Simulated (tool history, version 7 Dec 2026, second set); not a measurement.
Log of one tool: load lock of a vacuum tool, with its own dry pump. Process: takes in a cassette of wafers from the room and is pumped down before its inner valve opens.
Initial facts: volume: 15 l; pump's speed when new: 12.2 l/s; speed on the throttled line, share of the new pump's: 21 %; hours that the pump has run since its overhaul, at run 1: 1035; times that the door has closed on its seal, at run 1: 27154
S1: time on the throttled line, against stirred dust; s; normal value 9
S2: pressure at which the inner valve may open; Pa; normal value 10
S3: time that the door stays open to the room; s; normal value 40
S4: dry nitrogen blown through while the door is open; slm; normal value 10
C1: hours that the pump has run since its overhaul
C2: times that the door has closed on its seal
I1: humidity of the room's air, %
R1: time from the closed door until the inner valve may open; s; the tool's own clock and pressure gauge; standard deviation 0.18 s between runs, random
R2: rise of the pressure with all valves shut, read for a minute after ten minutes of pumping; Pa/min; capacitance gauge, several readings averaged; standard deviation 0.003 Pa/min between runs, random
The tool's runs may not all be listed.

run,hour,S1,S2,S3,S4,C1,C2,I1,R1,R2
1,0,9,10,40,10,1035,27154,49,18.6,0.132
2,186.4,9,10,40,10,1222,27719,48.3,18.7,0.128
3,583.8,9,10,40,7,1619,28924,46.7,18.7,0.135
4,957.2,9,10,40,10,1993,30056,47.9,18.7,0.145
5,1314,9,10,40,10,2349,31138,46.7,18.8,0.145
6,1522.2,9,10,40,10,2558,31769,45,18.7,0.154
7,1735.4,9,10,40,10,2771,32416,47.9,18.7,0.154
8,2070.4,9,10,40,10,3106,33431,45.4,19,0.164
9,2247.3,8,10,40,10,3283,33968,46.8,18.5,0.163
10,2584.4,9,10,40,35,3620,34989,44,18.8,0.15
11,2808.2,9,10,40,10,3844,35668,44.7,19,0.174
12,3237.1,9,10,40,10,4272,36968,43.8,19.3,0.176
13,3506.3,9,10,40,10,4542,37785,44.4,19,0.182
14,3837.4,9,10,40,10,4873,38788,44.6,19.5,0.185
15,4243.6,9,10,40,10,5279,40020,43.3,19.4,0.195
16,4512.3,9,10,40,10,5548,40834,44.7,19.6,0.202
17,4853.8,9,10,40,10,5889,41870,46.4,19.2,0.208
18,5103.3,9,10,40,10,6139,42626,44.5,19.1,0.208
19,5380.1,12,10,40,10,6415,43465,43,21.3,0.221
20,5723.3,12,10,40,10,6759,44506,46.1,21.5,0.228
21,5968.1,12,10,40,10,7003,45248,49.5,21.5,0.237
22,6403,7,10,40,4,7438,46566,40.6,17.7,0.242
23,6595.9,9,13,51,10,7631,47151,46,19.4,0.248
24,6911.5,15,13,51,40,7947,48108,53.4,23.7,0.24
25,7271.8,6,7,133,4,8307,49200,41,17.9,0.295
26,7556.1,8,11,30,32,8592,50062,47.2,18.8,0.253
27,7991.3,8,11,30,32,9027,51382,45.5,18.7,0.257
28,8255.9,8,11,30,32,9291,52184,46.6,19,0.27
29,8627.6,8,11,115,32,9663,53311,44.7,19.1,0.287
30,8820.4,9,10,218,10,9856,53895,42.1,19.9,0.331
31,9102.7,9,10,40,12,10138,54751,50.2,20.3,0.295
32,9483.6,9,10,40,12,10519,55906,44,20,0.311
33,9794.8,4,15,116,10,10830,56849,44.1,15.7,0.334
34,10007.2,4,15,116,10,11043,57493,43.6,15.8,0.343
35,10415.7,5,7,35,22,11451,58731,43.3,17.9,0.319
36,10796.6,6,19,99,8,11832,59886,44.1,17,0.361
37,11042,9,10,34,25,12077,60630,44.3,20.5,0.345

Some steps in R1 between neighbouring runs. How much of each would the tool show without its hidden state too (settings, what came in, random variation), and how much is left for the hidden state, with any gauge scatter that isn't in both results?
Hidden conditions of the tool in this case: pump's speed, % of a new pump's; leak at the door's seal, Pa l/s; drift of the gauge itself on ready_s, %; drift of the gauge itself on rise_pa_min, %.
Run 21 -> 22: S1 12 -> 7, S4 10 -> 4. R1 -3.8 s: hidden state +0.3, all else -4.1.
Run 23 -> 24: S1 9 -> 15, S4 10 -> 40. R1 +4.3 s: hidden state -0.2, all else +4.5.
Run 24 -> 25: S1 15 -> 6, S2 13 -> 7, S3 51 -> 133, S4 40 -> 4. R1 -5.8 s: hidden state +0.4, all else -6.2.
Run 32 -> 33: S1 9 -> 4, S2 10 -> 15, S3 40 -> 116, S4 12 -> 10. R1 -4.3 s: hidden state +0.1, all else -4.4.
Run 35 -> 36: S1 5 -> 6, S2 7 -> 19, S3 35 -> 99, S4 22 -> 8. R1 -0.9 s: hidden state -0.3, all else -0.6.

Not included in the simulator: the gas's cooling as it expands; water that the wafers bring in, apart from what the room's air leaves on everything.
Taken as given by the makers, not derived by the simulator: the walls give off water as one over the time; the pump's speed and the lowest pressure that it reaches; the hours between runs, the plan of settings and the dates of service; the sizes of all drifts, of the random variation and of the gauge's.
